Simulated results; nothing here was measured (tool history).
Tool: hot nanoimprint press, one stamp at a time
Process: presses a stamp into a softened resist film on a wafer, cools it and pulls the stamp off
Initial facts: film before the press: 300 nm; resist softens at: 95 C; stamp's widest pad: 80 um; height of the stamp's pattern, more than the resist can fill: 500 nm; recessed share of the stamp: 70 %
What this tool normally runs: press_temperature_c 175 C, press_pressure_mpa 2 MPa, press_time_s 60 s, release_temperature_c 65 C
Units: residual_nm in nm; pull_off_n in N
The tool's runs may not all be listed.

Run 1, hour 0: usual settings. Result: residual_nm 113.3 nm, pull_off_n 118.3 N.
Run 2, hour 16.6: usual settings. Result: residual_nm 113.1 nm, pull_off_n 119.9 N.
Run 3, hour 41.7: usual settings but press_time_s 44 s. Result: residual_nm 127.1 nm, pull_off_n 120.3 N.
At hour 50: plate thermocouple calibrated.
Run 4, hour 66.7: usual settings but press_time_s 44 s. Result: residual_nm 132.3 nm, pull_off_n 122 N.
Run 5, hour 93.7: usual settings. Result: residual_nm 117.8 nm, pull_off_n 123.5 N.
At hour 105.6: stamp cleaned and given a new release coat.
Run 6, hour 128: usual settings. Result: residual_nm 117.7 nm, pull_off_n 115.2 N.
Run 7, hour 159: usual settings. Result: residual_nm 117.6 nm, pull_off_n 116.3 N.
Run 8, hour 178.1: usual settings. Result: residual_nm 117.7 nm, pull_off_n 117.4 N.
Run 9, hour 197.3: usual settings. Result: residual_nm 117.7 nm, pull_off_n 117 N.
Run 10, hour 219.3: usual settings. Result: residual_nm 117.7 nm, pull_off_n 117.5 N.
Run 11, hour 235.7: usual settings but press_temperature_c 178 C. Result: residual_nm 106.1 nm, pull_off_n 119.2 N.
Run 12, hour 249.4: usual settings but press_temperature_c 168 C. Result: residual_nm 149.5 nm, pull_off_n 119.4 N.
Run 13, hour 265.6: usual settings but press_temperature_c 168 C. Result: residual_nm 149.6 nm, pull_off_n 119.3 N.
Run 14, hour 288.5: usual settings but press_temperature_c 168 C. Result: residual_nm 149.2 nm, pull_off_n 120.5 N.
Run 15, hour 317.6: usual settings but press_temperature_c 168 C. Result: residual_nm 149.6 nm, pull_off_n 120.5 N.
Run 16, hour 346.9: usual settings but press_temperature_c 168 C, press_time_s 119 s, release_temperature_c 54 C. Result: residual_nm 117.4 nm, pull_off_n 137.9 N.
Run 17, hour 378.5: usual settings but press_temperature_c 168 C, press_time_s 119 s, release_temperature_c 54 C. Result: residual_nm 116.9 nm, pull_off_n 140.9 N.
At hour 397.2: stamp cleaned and given a new release coat.
Run 18, hour 409.4: usual settings but press_pressure_mpa 1.77 MPa, release_temperature_c 55 C. Result: residual_nm 124.8 nm, pull_off_n 129.5 N.
Run 19, hour 427.3: usual settings but press_pressure_mpa 1.44 MPa, press_time_s 30 s, release_temperature_c 67 C. Result: residual_nm 173.5 nm, pull_off_n 111.9 N.
Run 20, hour 445.1: usual settings but press_pressure_mpa 1.44 MPa, press_time_s 30 s, release_temperature_c 67 C. Result: residual_nm 173.2 nm, pull_off_n 112.6 N.
Run 21, hour 473.9: usual settings but press_pressure_mpa 1.44 MPa, press_time_s 30 s, release_temperature_c 67 C. Result: residual_nm 172.9 nm, pull_off_n 113.7 N.
Run 22, hour 505.4: usual settings but press_pressure_mpa 1.44 MPa, press_time_s 30 s, release_temperature_c 67 C. Result: residual_nm 173 nm, pull_off_n 115.1 N.
Run 23, hour 520.9: usual settings but press_temperature_c 168 C, press_time_s 61 s. Result: residual_nm 147.8 nm, pull_off_n 117.5 N.
Run 24, hour 546.1: usual settings but press_temperature_c 168 C, press_time_s 102 s. Result: residual_nm 123.3 nm, pull_off_n 117.8 N.
Run 25, hour 574.3: usual settings but press_temperature_c 168 C, press_time_s 102 s. Result: residual_nm 123.2 nm, pull_off_n 118.6 N.
Run 26, hour 591.8: usual settings but press_temperature_c 168 C, press_time_s 43 s, release_temperature_c 51 C. Result: residual_nm 165.4 nm, pull_off_n 142.7 N.
Run 27, hour 616.7: usual settings but press_temperature_c 168 C, press_pressure_mpa 1.99 MPa, press_time_s 43 s, release_temperature_c 55 C. Result: residual_nm 165.4 nm, pull_off_n 135.3 N.
Run 28, hour 642.3: usual settings but press_time_s 89 s, release_temperature_c 66 C. Result: residual_nm 100.3 nm, pull_off_n 118.2 N.
Run 29, hour 673.4: usual settings but press_temperature_c 182 C, press_time_s 51 s, release_temperature_c 57 C. Result: residual_nm 98.3 nm, pull_off_n 135.1 N.

Below, some changes in residual_nm between adjacent runs. For each, the amount present without the hidden state too (settings, incoming material, random variation) and the amount remaining for the hidden state with gauge scatter not shared by both compared results:
The hidden state here: true temperature over the reading, C; pressure that arrives at the usual setting, %; grip of the stamp's worn release coat, % over a new coat's; drift of the gauge itself on residual_nm, %; drift of the gauge itself on pull_off_n, %.
Run 3 -> 4: plate thermocouple calibrated. residual_nm +5.2 nm: hidden state +5.1, all else +0.1.
Run 18 -> 19: press_pressure_mpa 1.77 -> 1.44, press_time_s 60 -> 30, release_temperature_c 55 -> 67. residual_nm +48.7 nm: hidden state -0.5, all else +49.2.
Run 27 -> 28: press_temperature_c 168 -> 175, press_pressure_mpa 1.99 -> 2, press_time_s 43 -> 89, release_temperature_c 55 -> 66. residual_nm -65.1 nm: hidden state +0.5, all else -65.6.

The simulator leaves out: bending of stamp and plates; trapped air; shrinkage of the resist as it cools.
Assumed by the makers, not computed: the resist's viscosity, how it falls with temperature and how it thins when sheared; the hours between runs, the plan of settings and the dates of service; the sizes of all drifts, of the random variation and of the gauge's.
